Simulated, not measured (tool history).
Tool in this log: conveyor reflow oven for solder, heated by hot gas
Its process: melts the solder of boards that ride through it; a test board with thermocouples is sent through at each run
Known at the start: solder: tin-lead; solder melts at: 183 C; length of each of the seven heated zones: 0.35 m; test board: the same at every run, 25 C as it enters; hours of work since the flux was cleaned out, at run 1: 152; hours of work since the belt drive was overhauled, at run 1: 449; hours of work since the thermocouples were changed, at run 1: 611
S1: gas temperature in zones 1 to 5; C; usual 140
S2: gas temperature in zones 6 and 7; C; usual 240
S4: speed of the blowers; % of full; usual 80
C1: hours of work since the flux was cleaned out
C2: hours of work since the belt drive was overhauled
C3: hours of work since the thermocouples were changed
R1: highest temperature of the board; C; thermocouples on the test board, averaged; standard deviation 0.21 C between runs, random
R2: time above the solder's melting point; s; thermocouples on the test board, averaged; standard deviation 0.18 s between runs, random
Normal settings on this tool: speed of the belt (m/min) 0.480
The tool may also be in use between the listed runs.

{"run": 1, "day": 0.0, "S1": 140, "S2": 240, "speed of the belt (m/min)": 0.48, "S4": 80, "C1": 152, "C2": 449, "C3": 611, "R1": 221.5, "R2": 69.5}
{"run": 2, "day": 0.408, "S1": 140, "S2": 240, "speed of the belt (m/min)": 0.48, "S4": 80, "C1": 160, "C2": 456, "C3": 618, "R1": 221.4, "R2": 69.1}
{"run": 3, "day": 0.95, "S1": 140, "S2": 240, "speed of the belt (m/min)": 0.48, "S4": 80, "C1": 170, "C2": 466, "C3": 629, "R1": 221.5, "R2": 69.3}
{"run": 4, "day": 1.483, "S1": 140, "S2": 234, "speed of the belt (m/min)": 0.48, "S4": 80, "C1": 180, "C2": 476, "C3": 638, "R1": 216.5, "R2": 65.4}
{"run": 5, "day": 2.062, "S1": 140, "S2": 234, "speed of the belt (m/min)": 0.48, "S4": 64, "C1": 190, "C2": 487, "C3": 649, "R1": 213.7, "R2": 61.8}
{"run": 6, "day": 2.567, "S1": 140, "S2": 234, "speed of the belt (m/min)": 0.48, "S4": 64, "C1": 200, "C2": 496, "C3": 658, "R1": 213.4, "R2": 61.9}
{"run": 7, "day": 3.279, "S1": 140, "S2": 234, "speed of the belt (m/min)": 0.48, "S4": 64, "C1": 213, "C2": 509, "C3": 672, "R1": 213.5, "R2": 61.9}
{"run": 8, "day": 3.642, "S1": 140, "S2": 245, "speed of the belt (m/min)": 0.48, "S4": 80, "C1": 220, "C2": 516, "C3": 678, "R1": 225.6, "R2": 72.4}
{"run": 9, "day": 4.412, "S1": 140, "S2": 245, "speed of the belt (m/min)": 0.48, "S4": 80, "C1": 234, "C2": 530, "C3": 693, "R1": 225.5, "R2": 72.4}
{"run": 10, "day": 4.758, "S1": 140, "S2": 240, "speed of the belt (m/min)": 0.46, "S4": 80, "C1": 240, "C2": 537, "C3": 699, "R1": 222.9, "R2": 73.6}
{"run": 11, "day": 5.496, "S1": 140, "S2": 240, "speed of the belt (m/min)": 0.427, "S4": 80, "C1": 254, "C2": 550, "C3": 713, "R1": 225.0, "R2": 81.7}
{"run": 12, "day": 6.254, "S1": 140, "S2": 240, "speed of the belt (m/min)": 0.48, "S4": 80, "C1": 268, "C2": 564, "C3": 727, "R1": 221.2, "R2": 69.2}
{"run": 13, "day": 6.962, "S1": 140, "S2": 240, "speed of the belt (m/min)": 0.48, "S4": 80, "C1": 281, "C2": 577, "C3": 740, "R1": 221.8, "R2": 69.4}
{"run": 14, "day": 7.717, "S1": 139, "S2": 240, "speed of the belt (m/min)": 0.48, "S4": 80, "C1": 295, "C2": 591, "C3": 754, "R1": 221.6, "R2": 68.8}
{"run": 15, "day": 8.371, "S1": 140, "S2": 240, "speed of the belt (m/min)": 0.48, "S4": 79, "C1": 307, "C2": 604, "C3": 766, "R1": 221.2, "R2": 69.0}
{"run": 16, "day": 8.796, "S1": 140, "S2": 240, "speed of the belt (m/min)": 0.48, "S4": 79, "C1": 315, "C2": 611, "C3": 774, "R1": 221.2, "R2": 69.5}
{"run": 17, "day": 9.167, "S1": 129, "S2": 235, "speed of the belt (m/min)": 0.573, "S4": 72, "C1": 322, "C2": 618, "C3": 781, "R1": 206.4, "R2": 40.3}
{"run": 18, "day": 9.671, "S1": 125, "S2": 240, "speed of the belt (m/min)": 0.444, "S4": 59, "C1": 331, "C2": 628, "C3": 790, "R1": 217.5, "R2": 64.7}
{"run": 19, "day": 10.142, "S1": 125, "S2": 240, "speed of the belt (m/min)": 0.444, "S4": 59, "C1": 340, "C2": 636, "C3": 799, "R1": 217.2, "R2": 64.7}
{"run": 20, "day": 10.9, "S1": 125, "S2": 240, "speed of the belt (m/min)": 0.444, "S4": 59, "C1": 354, "C2": 650, "C3": 813, "R1": 217.1, "R2": 64.7}
{"run": 21, "day": 11.375, "S1": 147, "S2": 240, "speed of the belt (m/min)": 0.444, "S4": 59, "C1": 363, "C2": 659, "C3": 821, "R1": 221.6, "R2": 78.3}
{"run": 22, "day": 11.767, "S1": 147, "S2": 240, "speed of the belt (m/min)": 0.521, "S4": 59, "C1": 370, "C2": 666, "C3": 829, "R1": 216.1, "R2": 61.5}
{"run": 23, "day": 12.317, "S1": 130, "S2": 253, "speed of the belt (m/min)": 0.385, "S4": 67, "C1": 380, "C2": 676, "C3": 839, "R1": 236.4, "R2": 95.1}
{"run": 24, "day": 12.754, "S1": 140, "S2": 232, "speed of the belt (m/min)": 0.48, "S4": 65, "C1": 388, "C2": 685, "C3": 847, "R1": 212.0, "R2": 60.4}
{"run": 25, "day": 13.242, "S1": 142, "S2": 241, "speed of the belt (m/min)": 0.415, "S4": 76, "C1": 397, "C2": 694, "C3": 856, "R1": 226.8, "R2": 86.4}
{"run": 26, "day": 13.992, "S1": 140, "S2": 240, "speed of the belt (m/min)": 0.439, "S4": 80, "C1": 411, "C2": 707, "C3": 870, "R1": 224.3, "R2": 78.4}
{"day": 14.246, "done": "flux residue cleaned out of gas plates and filters"}
{"run": 27, "day": 14.608, "S1": 140, "S2": 240, "speed of the belt (m/min)": 0.413, "S4": 65, "C1": 7, "C2": 715, "C3": 877, "R1": 223.9, "R2": 82.9}
{"run": 28, "day": 15.329, "S1": 147, "S2": 240, "speed of the belt (m/min)": 0.413, "S4": 63, "C1": 20, "C2": 728, "C3": 891, "R1": 225.2, "R2": 87.4}
{"run": 29, "day": 15.683, "S1": 140, "S2": 245, "speed of the belt (m/min)": 0.48, "S4": 65, "C1": 27, "C2": 735, "C3": 897, "R1": 222.9, "R2": 70.0}
{"run": 30, "day": 16.417, "S1": 139, "S2": 247, "speed of the belt (m/min)": 0.427, "S4": 71, "C1": 40, "C2": 749, "C3": 911, "R1": 229.8, "R2": 84.3}

Below are 5 alternative next runs, each starting from the tool's condition after run 30. Predict each:
{"run": "A", "day": 16.833, "S1": 139, "S2": 247, "speed of the belt (m/min)": 0.427, "S4": 56, "C1": 48, "C2": 756, "C3": 918, "R1": "?", "R2": "?"}
{"run": "B", "day": 16.833, "S1": 139, "S2": 247, "speed of the belt (m/min)": 0.427, "S4": 85, "C1": 48, "C2": 756, "C3": 918, "R1": "?", "R2": "?"}
{"run": "C", "day": 16.833, "S1": 140, "S2": 240, "speed of the belt (m/min)": 0.48, "S4": 71, "C1": 48, "C2": 756, "C3": 918, "R1": "?", "R2": "?"}
{"run": "D", "day": 16.833, "S1": 140, "S2": 240, "speed of the belt (m/min)": 0.481, "S4": 50, "C1": 48, "C2": 756, "C3": 918, "R1": "?", "R2": "?"}
{"run": "E", "day": 16.833, "S1": 126, "S2": 232, "speed of the belt (m/min)": 0.45, "S4": 80, "C1": 48, "C2": 756, "C3": 918, "R1": "?", "R2": "?"}

run=A R1=226.4 R2=82.0
run=B R1=232.2 R2=86.2
run=C R1=219.8 R2=67.5
run=D R1=214.7 R2=62.1
run=E R1=214.4 R2=62.5
Take away the tool's hidden state, keep each run's random variation, and the runs would have read:
run=A R1=226.4 R2=82.0
run=B R1=232.2 R2=86.2
run=C R1=219.9 R2=67.5
run=D R1=214.7 R2=62.1
run=E R1=214.4 R2=62.5
